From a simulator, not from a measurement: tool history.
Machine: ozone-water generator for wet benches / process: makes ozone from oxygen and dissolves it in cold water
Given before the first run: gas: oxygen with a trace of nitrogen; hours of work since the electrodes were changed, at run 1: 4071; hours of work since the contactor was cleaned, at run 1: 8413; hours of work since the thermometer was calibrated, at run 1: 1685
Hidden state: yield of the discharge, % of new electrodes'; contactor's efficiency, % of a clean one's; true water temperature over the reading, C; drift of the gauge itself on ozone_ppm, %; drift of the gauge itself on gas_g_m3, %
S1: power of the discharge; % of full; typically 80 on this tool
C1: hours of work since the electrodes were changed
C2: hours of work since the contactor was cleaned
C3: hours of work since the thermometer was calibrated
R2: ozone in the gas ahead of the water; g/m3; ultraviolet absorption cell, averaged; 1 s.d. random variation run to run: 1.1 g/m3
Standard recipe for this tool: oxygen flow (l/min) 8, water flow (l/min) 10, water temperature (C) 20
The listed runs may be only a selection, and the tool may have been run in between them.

run 1 day=0 | S1=80 oxygen_flow_(l/min)=8 water_flow_(l/min)=10 water_temperature_(C)=20 | C1=4071 C2=8413 C3=1685 | dissolved_ozone_(ppm)=25.4 R2=185
run 2 day=5.917 | S1=80 oxygen_flow_(l/min)=8 water_flow_(l/min)=10 water_temperature_(C)=20 | C1=4161 C2=8503 C3=1775 | dissolved_ozone_(ppm)=25.3 R2=184.9
run 3 day=13.562 | S1=80 oxygen_flow_(l/min)=8 water_flow_(l/min)=13 water_temperature_(C)=20 | C1=4278 C2=8620 C3=1892 | dissolved_ozone_(ppm)=20.7 R2=184.4
run 4 day=20.942 | S1=80 oxygen_flow_(l/min)=8 water_flow_(l/min)=10 water_temperature_(C)=20 | C1=4391 C2=8733 C3=2005 | dissolved_ozone_(ppm)=25.1 R2=183.9
run 5 day=25.154 | S1=80 oxygen_flow_(l/min)=8 water_flow_(l/min)=10 water_temperature_(C)=16 | C1=4455 C2=8797 C3=2069 | dissolved_ozone_(ppm)=27.6 R2=182.6
run 6 day=29.975 | S1=80 oxygen_flow_(l/min)=8 water_flow_(l/min)=10 water_temperature_(C)=16 | C1=4529 C2=8871 C3=2143 | dissolved_ozone_(ppm)=27.8 R2=182.8
run 7 day=34.646 | S1=80 oxygen_flow_(l/min)=8 water_flow_(l/min)=10 water_temperature_(C)=24 | C1=4600 C2=8942 C3=2214 | dissolved_ozone_(ppm)=22.7 R2=183.8
run 8 day=38.088 | S1=80 oxygen_flow_(l/min)=8 water_flow_(l/min)=10 water_temperature_(C)=24 | C1=4653 C2=8995 C3=2267 | dissolved_ozone_(ppm)=22.7 R2=180.6
run 9 day=45.788 | S1=80 oxygen_flow_(l/min)=8 water_flow_(l/min)=10 water_temperature_(C)=24 | C1=4771 C2=9112 C3=2385 | dissolved_ozone_(ppm)=22.7 R2=181.8
run 10 day=52.075 | S1=49 oxygen_flow_(l/min)=12.45 water_flow_(l/min)=10 water_temperature_(C)=25 | C1=4867 C2=9208 C3=2481 | dissolved_ozone_(ppm)=15.4 R2=117.7
run 11 day=56.408 | S1=56 oxygen_flow_(l/min)=12.59 water_flow_(l/min)=6 water_temperature_(C)=26 | C1=4933 C2=9275 C3=2547 | dissolved_ozone_(ppm)=20.8 R2=125.4
run 12 day=62.954 | S1=95 oxygen_flow_(l/min)=7.8 water_flow_(l/min)=15 water_temperature_(C)=14 | C1=5033 C2=9375 C3=2647 | dissolved_ozone_(ppm)=22.2 R2=199.9
run 13 day=66.146 | S1=65 oxygen_flow_(l/min)=8 water_flow_(l/min)=10 water_temperature_(C)=20 | C1=5082 C2=9423 C3=2696 | dissolved_ozone_(ppm)=22.2 R2=162.8
run 14 day=70.133 | S1=50 oxygen_flow_(l/min)=6.81 water_flow_(l/min)=11 water_temperature_(C)=22 | C1=5143 C2=9484 C3=2757 | dissolved_ozone_(ppm)=17.9 R2=153.8
run 15 day=75.138 | S1=50 oxygen_flow_(l/min)=6.81 water_flow_(l/min)=11 water_temperature_(C)=22 | C1=5219 C2=9561 C3=2833 | dissolved_ozone_(ppm)=17.5 R2=150.8

What if the next run were any one of these 4? Each begins from the tool's condition after run 15:
run A day=80.692 | S1=50 oxygen_flow_(l/min)=6.81 water_flow_(l/min)=11 water_temperature_(C)=22 | C1=5304 C2=9646 C3=2918 | dissolved_ozone_(ppm)=? R2=?
run B day=80.692 | S1=67 oxygen_flow_(l/min)=13.61 water_flow_(l/min)=8 water_temperature_(C)=22 | C1=5304 C2=9646 C3=2918 | dissolved_ozone_(ppm)=? R2=?
run C day=80.692 | S1=45 oxygen_flow_(l/min)=7.91 water_flow_(l/min)=10 water_temperature_(C)=14 | C1=5304 C2=9646 C3=2918 | dissolved_ozone_(ppm)=? R2=?
run D day=80.692 | S1=80 oxygen_flow_(l/min)=8.04 water_flow_(l/min)=7 water_temperature_(C)=20 | C1=5304 C2=9646 C3=2918 | dissolved_ozone_(ppm)=? R2=?

run=A dissolved_ozone_(ppm)=17.5 R2=152.4
run=B dissolved_ozone_(ppm)=21.5 R2=131.8
run=C dissolved_ozone_(ppm)=20.8 R2=135.2
run=D dissolved_ozone_(ppm)=30.6 R2=180.3
With the hidden condition removed and each run's random variation left untouched, the same runs would have given:
run=A dissolved_ozone_(ppm)=21.2 R2=167.5
run=B dissolved_ozone_(ppm)=26.2 R2=147.3
run=C dissolved_ozone_(ppm)=25 R2=147.7
run=D dissolved_ozone_(ppm)=37.5 R2=203.7
